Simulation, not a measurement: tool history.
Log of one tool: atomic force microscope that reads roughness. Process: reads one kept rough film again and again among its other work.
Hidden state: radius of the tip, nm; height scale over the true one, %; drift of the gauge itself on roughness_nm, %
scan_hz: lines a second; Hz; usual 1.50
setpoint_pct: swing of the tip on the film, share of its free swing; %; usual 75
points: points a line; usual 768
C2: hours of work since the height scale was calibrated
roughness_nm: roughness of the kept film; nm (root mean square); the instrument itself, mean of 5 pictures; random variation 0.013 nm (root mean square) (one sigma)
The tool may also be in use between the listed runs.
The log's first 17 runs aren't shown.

{"hour": 817.6, "done": "height scale calibrated on a step standard"}
{"run": 18, "hour": 847.7, "scan_hz": 0.65, "setpoint_pct": 85, "points": 304, "pictures with this tip": 290, "C2": 19, "roughness_nm": 2.417}
{"hour": 861.2, "done": "new tip fitted"}
{"run": 19, "hour": 906.2, "scan_hz": 3.24, "setpoint_pct": 60, "points": 357, "pictures with this tip": 92, "C2": 55, "roughness_nm": 2.795}
{"run": 20, "hour": 969.8, "scan_hz": 2.74, "setpoint_pct": 75, "points": 355, "pictures with this tip": 223, "C2": 95, "roughness_nm": 2.351}
{"hour": 1013.7, "done": "new tip fitted"}
{"run": 21, "hour": 1040.8, "scan_hz": 3.43, "setpoint_pct": 86, "points": 369, "pictures with this tip": 56, "C2": 139, "roughness_nm": 2.238}
{"hour": 1046.8, "done": "height scale calibrated on a step standard, once more"}
{"run": 22, "hour": 1110.1, "scan_hz": 1.03, "setpoint_pct": 83, "points": 369, "pictures with this tip": 196, "C2": 40, "roughness_nm": 2.539}
{"hour": 1168.6, "done": "new tip fitted"}
{"run": 23, "hour": 1173.6, "scan_hz": 0.95, "setpoint_pct": 83, "points": 257, "pictures with this tip": 10, "C2": 79, "roughness_nm": 2.981}
{"run": 24, "hour": 1212.1, "scan_hz": 0.68, "setpoint_pct": 83, "points": 257, "pictures with this tip": 90, "C2": 103, "roughness_nm": 2.85}
{"run": 25, "hour": 1277.2, "scan_hz": 3.14, "setpoint_pct": 74, "points": 793, "pictures with this tip": 224, "C2": 143, "roughness_nm": 2.346}
{"run": 26, "hour": 1317.4, "scan_hz": 3.14, "setpoint_pct": 74, "points": 793, "pictures with this tip": 307, "C2": 168, "roughness_nm": 2.186}
{"hour": 1323.5, "done": "new tip fitted"}
{"run": 27, "hour": 1355.7, "scan_hz": 0.69, "setpoint_pct": 59, "points": 394, "pictures with this tip": 66, "C2": 192, "roughness_nm": 3.121}
{"run": 28, "hour": 1423.5, "scan_hz": 0.69, "setpoint_pct": 59, "points": 394, "pictures with this tip": 206, "C2": 234, "roughness_nm": 2.775}
{"run": 29, "hour": 1471.9, "scan_hz": 1.14, "setpoint_pct": 57, "points": 394, "pictures with this tip": 306, "C2": 264, "roughness_nm": 2.522}
{"hour": 1478.5, "done": "new tip fitted"}
{"run": 30, "hour": 1504.3, "scan_hz": 1.14, "setpoint_pct": 57, "points": 394, "pictures with this tip": 54, "C2": 284, "roughness_nm": 3.136}
{"run": 31, "hour": 1565.0, "scan_hz": 1.25, "setpoint_pct": 74, "points": 291, "pictures with this tip": 179, "C2": 322, "roughness_nm": 2.63}
{"run": 32, "hour": 1618.6, "scan_hz": 0.76, "setpoint_pct": 75, "points": 768, "pictures with this tip": 289, "C2": 356, "roughness_nm": 2.552}
{"hour": 1630.4, "done": "new tip fitted"}
{"run": 33, "hour": 1673.7, "scan_hz": 2.78, "setpoint_pct": 61, "points": 509, "pictures with this tip": 90, "C2": 390, "roughness_nm": 2.895}
{"run": 34, "hour": 1704.3, "scan_hz": 2.78, "setpoint_pct": 64, "points": 344, "pictures with this tip": 153, "C2": 409, "roughness_nm": 2.667}

Forecast each of these 3 alternatives for the next run:
{"run": "A", "hour": 1742.3, "scan_hz": 3.91, "setpoint_pct": 73, "points": 768, "pictures with this tip": 231, "C2": 432, "roughness_nm": "?"}
{"run": "B", "hour": 1742.3, "scan_hz": 2.78, "setpoint_pct": 59, "points": 344, "pictures with this tip": 231, "C2": 432, "roughness_nm": "?"}
{"run": "C", "hour": 1742.3, "scan_hz": 0.76, "setpoint_pct": 65, "points": 344, "pictures with this tip": 231, "C2": 432, "roughness_nm": "?"}

run=A roughness_nm=2.284
run=B roughness_nm=2.597
run=C roughness_nm=2.695
Without the tool's hidden state the same runs would have given:
run=A roughness_nm=2.820
run=B roughness_nm=3.206
run=C roughness_nm=3.329
